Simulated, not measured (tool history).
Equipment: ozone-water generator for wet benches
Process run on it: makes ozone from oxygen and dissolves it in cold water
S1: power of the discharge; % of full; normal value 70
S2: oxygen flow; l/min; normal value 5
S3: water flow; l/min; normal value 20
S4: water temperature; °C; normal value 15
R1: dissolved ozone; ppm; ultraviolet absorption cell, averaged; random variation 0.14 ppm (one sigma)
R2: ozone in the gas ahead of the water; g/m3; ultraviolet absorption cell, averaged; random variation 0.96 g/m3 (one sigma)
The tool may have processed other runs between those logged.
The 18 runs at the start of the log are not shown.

run,hour,S1,S2,S3,S4,R1,R2
19,2349.4,70,4.45,25,17,10.6,143.5
# hour 2448.6: contactor cleaned, once more
20,2455.2,70,4.45,25,17,11.3,142
21,2578,89,5.2,15,16,19.9,152.6
22,2718.7,43,5,20,8,11.8,101.9
23,2857.8,70,7.03,16,15,17.4,116.3
24,2949.2,56,5.83,19,12,13.7,110.1
25,3093.6,70,5,23,12,12.9,133.5
26,3187.2,100,5.8,19,19,17.1,153.7
27,3337.4,100,5.8,16,19,19.3,153.2
28,3475.8,100,5.8,16,19,19,153.4
29,3670,100,5.8,16,19,19.2,149.2
30,3847.1,100,5.8,16,19,18.5,148
31,4003.4,100,4.97,15,19,19,158.1
32,4142.9,100,4.97,15,19,19,157.6
33,4238.9,100,4.97,15,19,19,156.5
34,4428.9,41,4.97,27,19,7.2,93.3

3 options for the next run, each taken on its own from the tool as it stands now. Forecast them:
A,4561.2,70,8.43,16,7,?,?
B,4561.2,70,4.17,14,15,?,?
C,4561.2,54,4.27,27,19,?,?

run,R1,R2
A,18.9,103.5
B,17.1,134.5
C,7.8,116.8
Take away the tool's hidden state, keep each run's random variation, and the runs would have read:
run,R1,R2
A,24.9,134.5
B,22.5,174.8
C,10,145.3
